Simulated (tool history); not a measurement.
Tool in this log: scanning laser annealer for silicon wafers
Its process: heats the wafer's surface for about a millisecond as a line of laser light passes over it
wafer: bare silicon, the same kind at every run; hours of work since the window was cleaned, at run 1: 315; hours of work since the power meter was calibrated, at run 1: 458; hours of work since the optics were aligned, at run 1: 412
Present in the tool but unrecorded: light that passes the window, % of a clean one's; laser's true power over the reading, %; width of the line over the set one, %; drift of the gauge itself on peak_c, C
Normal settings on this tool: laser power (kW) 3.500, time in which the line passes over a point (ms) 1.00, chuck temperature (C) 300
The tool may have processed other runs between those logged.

run   hour  laser power (kW)  time in which the line passes over a point (ms)  chuck temperature (C)  hours of work since the window was cleaned  hours of work since the power meter was calibrated  hours of work since the optics were aligned  highest temperature of the surface (C)
  1    0.0             3.500                                             1.00                    300                                         315                                                 458                                          412                                    1043
  2   19.6             2.999                                             1.00                    300                                         325                                                 468                                          422                                     912
  3   35.1             3.500                                             1.00                    293                                         333                                                 475                                          430                                    1032
  4   64.2             3.500                                             1.00                    300                                         347                                                 490                                          444                                    1039
  5   91.9             3.500                                             1.00                    300                                         361                                                 503                                          458                                    1039
  6  109.1             3.500                                             1.00                    300                                         369                                                 512                                          466                                    1036
  7  125.6             3.500                                             1.00                    300                                         377                                                 520                                          474                                    1039
  8  144.3             3.231                                             1.00                    300                                         387                                                 529                                          483                                     965
  9  173.3             3.231                                             1.00                    300                                         401                                                 544                                          498                                     964
 10  194.0             3.500                                             1.00                    300                                         411                                                 554                                          508                                    1035
 11  212.6             3.500                                             1.00                    300                                         420                                                 563                                          517                                    1034
 12  232.1             3.736                                             1.00                    300                                         430                                                 573                                          527                                    1095
 13  263.6             3.500                                             1.00                    300                                         445                                                 588                                          542                                    1030
 14  282.6             3.500                                             1.23                    300                                         455                                                 598                                          552                                    1124
 15  297.8             3.500                                             1.23                    300                                         462                                                 605                                          559                                    1125
     303.1  -- laser's power meter calibrated
 16  325.3             3.500                                             1.23                    300                                         475                                                  11                                          571                                    1123
 17  344.5             3.500                                             0.94                    300                                         484                                                  20                                          581                                    1005
 18  364.8             3.500                                             0.94                    300                                         494                                                  30                                          591                                    1004
 19  382.7             3.500                                             0.74                    300                                         503                                                  39                                          600                                     911
 20  410.6             3.500                                             0.74                    300                                         517                                                  53                                          613                                     908
     427.6  -- laser's power meter calibrated, once more
 21  441.1             3.701                                             0.86                    300                                         530                                                   7                                          627                                    1014
 22  472.6             3.701                                             0.86                    300                                         546                                                  22                                          643                                    1014
 23  499.9             3.701                                             0.86                    300                                         559                                                  36                                          656                                    1009
 24  528.5             3.439                                             1.00                    300                                         573                                                  50                                          670                                    1007
 25  552.2             3.500                                             0.73                    274                                         585                                                  62                                          682                                     876
 26  584.2             3.500                                             0.73                    274                                         601                                                  77                                          698                                     874
 27  608.5             3.491                                             0.95                    305                                         613                                                  89                                          710                                    1005
 28  623.1             3.491                                             0.95                    305                                         620                                                  97                                          717                                    1004
 29  651.2             3.491                                             0.95                    305                                         634                                                 110                                          731                                    1001
 30  679.8             3.500                                             1.19                    300                                         648                                                 125                                          745                                    1095
 31  699.1             3.683                                             1.25                    300                                         658                                                 134                                          754                                    1170
 32  730.1             3.500                                             1.00                    292                                         673                                                 149                                          770                                    1008
 33  749.3             3.500                                             1.00                    292                                         682                                                 159                                          779                                    1011
 34  766.9             3.833                                             1.00                    327                                         691                                                 167                                          788                                    1130
 35  782.0             3.214                                             1.24                    283                                         698                                                 175                                          795                                    1012
 36  811.1             3.465                                             0.96                    293                                         713                                                 189                                          810                                     984
 37  836.1             3.746                                             0.77                    281                                         725                                                 202                                          822                                     949
 38  861.6             3.746                                             0.77                    281                                         738                                                 214                                          835                                     948
 39  874.8             3.746                                             0.73                    294                                         744                                                 221                                          841                                     941
 40  905.4             3.746                                             0.73                    294                                         759                                                 236                                          856                                     940

Consider 3 possible next runs. They are alternatives, not a sequence: every one starts from the tool as it was left by run 40. What does each give?
  A  929.8             3.468                                             1.00                    300                                         771                                                 248                                          868                                       ?
  B  929.8             3.500                                             1.00                    261                                         771                                                 248                                          868                                       ?
  C  929.8             3.209                                             1.19                    278                                         771                                                 248                                          868                                       ?

run  highest temperature of the surface (C)
  A                                    1007
  B                                     970
  C                                     981
Take away the tool's hidden state, keep each run's random variation, and the runs would have read:
run  highest temperature of the surface (C)
  A                                    1057
  B                                    1021
  C                                    1032

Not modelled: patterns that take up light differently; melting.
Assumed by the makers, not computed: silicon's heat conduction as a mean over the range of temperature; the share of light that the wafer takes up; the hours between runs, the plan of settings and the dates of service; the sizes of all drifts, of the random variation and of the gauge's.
